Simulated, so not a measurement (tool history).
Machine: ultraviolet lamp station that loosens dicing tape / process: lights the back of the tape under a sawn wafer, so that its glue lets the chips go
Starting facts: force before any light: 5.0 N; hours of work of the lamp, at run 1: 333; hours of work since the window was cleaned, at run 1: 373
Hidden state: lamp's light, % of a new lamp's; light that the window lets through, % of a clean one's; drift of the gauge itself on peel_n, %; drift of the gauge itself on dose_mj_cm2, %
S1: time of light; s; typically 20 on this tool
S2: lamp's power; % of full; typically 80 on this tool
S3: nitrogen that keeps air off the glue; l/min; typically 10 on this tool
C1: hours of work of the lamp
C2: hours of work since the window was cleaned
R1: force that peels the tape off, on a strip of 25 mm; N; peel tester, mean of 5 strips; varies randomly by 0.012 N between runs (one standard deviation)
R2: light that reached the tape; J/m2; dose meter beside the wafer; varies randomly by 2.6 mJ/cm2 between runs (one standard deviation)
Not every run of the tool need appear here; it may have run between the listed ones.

run   hour  S1  S2  S3   C1   C2     R1    R2
  1    0.0  20  80  10  333  373  0.702  2760
  2   10.6  20  80   4  341  382  1.231  2760
  3   16.6  20  80  10  346  387  0.679  2740
  4   24.8  20  80  10  352  393  0.719  2730
      26.2  -- window cleaned of glue's vapour
  5   38.1  20  80  10  362    9  0.721  2680
  6   46.3  20  80  10  369   16  0.741  2700
  7   60.2  20  80  15  380   27  0.585  2640
  8   73.0  13  61  14  390   37  1.598  1280
  9   83.5  20  64  10  398   45  1.000  2100
      90.8  -- window cleaned of glue's vapour, once more
 10   92.2  10  71  10  405    1  1.722  1320
 11  100.5  18  80  10  411    8  0.753  2680
 12  113.8  18  80  10  422   18  0.742  2620
 13  124.1  20  97  10  430   26  0.473  3540
 14  136.3  20  97  10  440   36  0.488  3520

3 options for the next run, each taken on its own from the tool as it stands now. Forecast them:
  A  142.0  27   97  12  444  40   ?   ?
  B  142.0  20  100  10  444  40   ?   ?
  C  142.0  20   97   5  444  40   ?   ?

run     R1    R2
  A  0.293  4760
  B  0.450  3620
  C  0.811  3490
With no hidden state in the tool, these same runs would have given:
run     R1    R2
  A  0.271  5250
  B  0.391  3990
  C  0.698  3850
